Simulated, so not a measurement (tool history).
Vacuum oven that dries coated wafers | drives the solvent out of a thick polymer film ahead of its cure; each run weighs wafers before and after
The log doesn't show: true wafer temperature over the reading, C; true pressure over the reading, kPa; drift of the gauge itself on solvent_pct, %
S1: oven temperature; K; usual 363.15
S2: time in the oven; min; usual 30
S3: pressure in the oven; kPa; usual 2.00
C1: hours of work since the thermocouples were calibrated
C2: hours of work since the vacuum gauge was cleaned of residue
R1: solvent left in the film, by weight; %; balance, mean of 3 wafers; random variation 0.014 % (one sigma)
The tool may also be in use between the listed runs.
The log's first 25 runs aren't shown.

Run 26, hour 1611.4: usual settings but S1 367.15 K, S3 7.36 kPa; C1 322; C2 171. Result: R1 3.47 %.
Run 27, hour 1676.7: usual settings but S1 367.15 K, S3 7.36 kPa; C1 369; C2 218. Result: R1 3.44 %.
Run 28, hour 1744.2: usual settings but S1 372.15 K, S2 19 min, S3 1.05 kPa; C1 417; C2 266. Result: R1 1.23 %.
Run 29, hour 1784.9: usual settings but S1 367.15 K, S2 20 min, S3 3.51 kPa; C1 446; C2 295. Result: R1 2.92 %.
Run 30, hour 1832.2: usual settings but S1 367.15 K, S2 20 min, S3 5.71 kPa; C1 480; C2 328. Result: R1 3.67 %.
Run 31, hour 1910.1: usual settings but S1 364.15 K, S2 45 min, S3 2.09 kPa; C1 535; C2 384. Result: R1 1.20 %.
Run 32, hour 1972.9: usual settings but S1 364.15 K, S2 45 min, S3 2.09 kPa; C1 580; C2 429. Result: R1 1.22 %.
Run 33, hour 2055.0: usual settings but S1 370.15 K; C1 639; C2 487. Result: R1 1.00 %.
Run 34, hour 2129.8: usual settings but S2 35 min, S3 3.84 kPa; C1 692; C2 541. Result: R1 2.43 %.
Run 35, hour 2174.5: usual settings but S1 370.15 K, S2 35 min, S3 7.90 kPa; C1 724; C2 573. Result: R1 2.99 %.
Run 36, hour 2212.2: usual settings but S1 370.15 K, S2 35 min, S3 7.90 kPa; C1 751; C2 599. Result: R1 2.92 %.
Run 37, hour 2256.9: usual settings but S1 353.15 K, S2 47 min, S3 6.50 kPa; C1 783; C2 631. Result: R1 5.67 %.
Run 38, hour 2333.8: usual settings but S1 353.15 K, S2 47 min, S3 6.50 kPa; C1 837; C2 686. Result: R1 5.68 %.

5 ways to go on from here, each from the tool as it stands after run 38. What would each give?
Run A, hour 2409.6: usual settings but S1 351.15 K, S2 26 min, S3 1.54 kPa; C1 891; C2 740. Result: R1 ?.
Run B, hour 2409.6: usual settings but S1 353.15 K, S2 21 min, S3 6.82 kPa; C1 891; C2 740. Result: R1 ?.
Run C, hour 2409.6: usual settings but S1 353.15 K, S2 50 min, S3 4.86 kPa; C1 891; C2 740. Result: R1 ?.
Run D, hour 2409.6: usual settings but S1 349.15 K; C1 891; C2 740. Result: R1 ?.
Run E, hour 2409.6: usual settings but S1 353.15 K, S2 47 min, S3 1.19 kPa; C1 891; C2 740. Result: R1 ?.

run    R1
  A  5.91
  B  8.72
  C  4.50
  D  6.29
  E  2.49
Without the tool's hidden state the same runs would have given:
run    R1
  A  6.24
  B  9.10
  C  4.70
  D  6.62
  E  2.63
